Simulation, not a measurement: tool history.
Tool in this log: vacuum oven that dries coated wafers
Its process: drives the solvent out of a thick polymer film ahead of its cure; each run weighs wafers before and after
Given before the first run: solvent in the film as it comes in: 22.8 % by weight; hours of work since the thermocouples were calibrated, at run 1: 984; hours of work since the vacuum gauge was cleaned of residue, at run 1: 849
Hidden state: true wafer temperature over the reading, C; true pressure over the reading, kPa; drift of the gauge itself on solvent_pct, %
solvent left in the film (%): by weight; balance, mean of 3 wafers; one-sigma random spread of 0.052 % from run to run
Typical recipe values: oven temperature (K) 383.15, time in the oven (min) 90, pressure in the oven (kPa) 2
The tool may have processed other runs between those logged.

run    hour  oven temperature (K)  time in the oven (min)  pressure in the oven (kPa)  hours of work since the thermocouples were calibrated  hours of work since the vacuum gauge was cleaned of residue  solvent left in the film (%)
  1       0                383.15                      90                           2                                                    984                                                          849                          4.21
  2    23.2                383.15                      90                           2                                                    995                                                          860                          4.26
  3    56.3                383.15                      90                           2                                                   1012                                                          877                          4.33
  4    77.1                383.15                      90                           2                                                   1023                                                          888                          4.25
  5   103.2                383.15                     138                           2                                                   1036                                                          901                          3.19
  6   150.7                383.15                     138                           2                                                   1060                                                          925                          3.11
  7   195.9                383.15                     138                           2                                                   1083                                                          948                          3.21
  8   226.5                383.15                     138                           2                                                   1098                                                          963                          3.21
  9   260.2                383.15                      90                           2                                                   1115                                                          980                           4.3
 10   295.2                383.15                      90                           2                                                   1133                                                          998                          4.33
 11   336.2                383.15                      90                           2                                                   1154                                                         1019                          4.39
 12     378                383.15                      90                           2                                                   1175                                                         1040                           4.4
 13   415.9                383.15                      90                           2                                                   1194                                                         1059                          4.35
 14   462.1                383.15                      90                           2                                                   1217                                                         1082                          4.35
 15   485.2                383.15                      90                        6.43                                                   1229                                                         1094                          9.04
 16   532.1                383.15                      90                           2                                                   1253                                                         1118                           4.5
      549.3  -- oven's thermocouples calibrated
 17   555.8                369.15                      90                           2                                                      3                                                         1129                         10.03
 18   576.5                369.15                      90                           2                                                     14                                                         1139                          9.92
 19   603.8                369.15                      90                           2                                                     28                                                         1153                          9.95
 20   632.3                369.15                      90                           2                                                     42                                                         1167                         10.05
 21   662.5                390.15                      90                           2                                                     57                                                         1183                          2.43
 22   683.5                390.15                      90                           2                                                     68                                                         1193                          2.38
 23   723.8                383.15                      90                           2                                                     88                                                         1214                          4.06
 24   747.6                382.15                      90                           2                                                    100                                                         1226                          4.25
 25     777                382.15                      90                           2                                                    115                                                         1241                           4.3
 26   803.7                375.15                      61                        1.21                                                    129                                                         1254                          8.62
 27   835.7                396.15                      90                        5.53                                                    145                                                         1270                          4.23
 28   876.2                396.15                      47                        4.42                                                    165                                                         1291                          4.34
 29   895.8                396.15                      47                        4.42                                                    175                                                         1301                          4.32
 30   921.8                383.15                     100                        1.02                                                    188                                                         1314                          2.71
 31   957.3                381.15                      47                         1.9                                                    206                                                         1332                          8.06
 32   984.8                377.15                      90                        7.89                                                    220                                                         1346                         12.97
 33  1009.3                381.15                      85                           2                                                    233                                                         1358                          4.92
 34  1032.8                381.15                      85                           2                                                    245                                                         1370                          5.08
 35  1072.8                381.15                      85                           2                                                    265                                                         1390                          4.94
 36    1113                389.15                      67                           2                                                    285                                                         1411                          3.32
 37    1159                387.15                      76                        5.93                                                    308                                                         1434                          7.09
 38  1205.4                383.15                     124                           2                                                    332                                                         1457                          3.34
 39  1243.8                383.15                     113                           2                                                    351                                                         1477                          3.56
 40  1278.4                383.15                     151                        7.23                                                    369                                                         1494                          8.82
 41  1324.5                380.15                     111                        1.65                                                    392                                                         1518                          4.12
 42  1370.5                380.15                     111                        1.65                                                    415                                                         1541                          4.04
 43  1412.6                380.15                     111                        1.65                                                    437                                                         1562                          4.08
 44  1458.1                380.15                     111                        1.65                                                    460                                                         1585                          4.05
 45  1483.1                374.15                      56                        2.71                                                    472                                                         1598                         11.51
 46  1523.2                380.15                      90                           2                                                    493                                                         1618                          5.49
 47  1554.1                380.15                      90                           2                                                    508                                                         1634                          5.45
 48  1597.5                396.15                      99                         7.2                                                    530                                                         1656                           5.7

Results for each run, recomputed without the tool's hidden state and with each run's random variation untouched:
run  solvent left in the film (%)
  1                          3.49
  2                          3.52
  3                          3.58
  4                          3.49
  5                          2.59
  6                          2.49
  7                          2.58
  8                          2.56
  9                          3.46
 10                          3.48
 11                          3.52
 12                          3.51
 13                          3.45
 14                          3.42
 15                          7.93
 16                          3.54
 17                          9.52
 18                           9.4
 19                          9.41
 20                           9.5
 21                          2.05
 22                          2.01
 23                          3.57
 24                          3.74
 25                          3.78
 26                          8.07
 27                          3.88
 28                          3.95
 29                          3.94
 30                          2.15
 31                          7.49
 32                         12.24
 33                          4.28
 34                          4.43
 35                          4.28
 36                          2.79
 37                          6.47
 38                          2.68
 39                          2.88
 40                          8.06
 41                          3.33
 42                          3.23
 43                          3.26
 44                          3.21
 45                         10.61
 46                          4.58
 47                          4.51
 48                          5.14
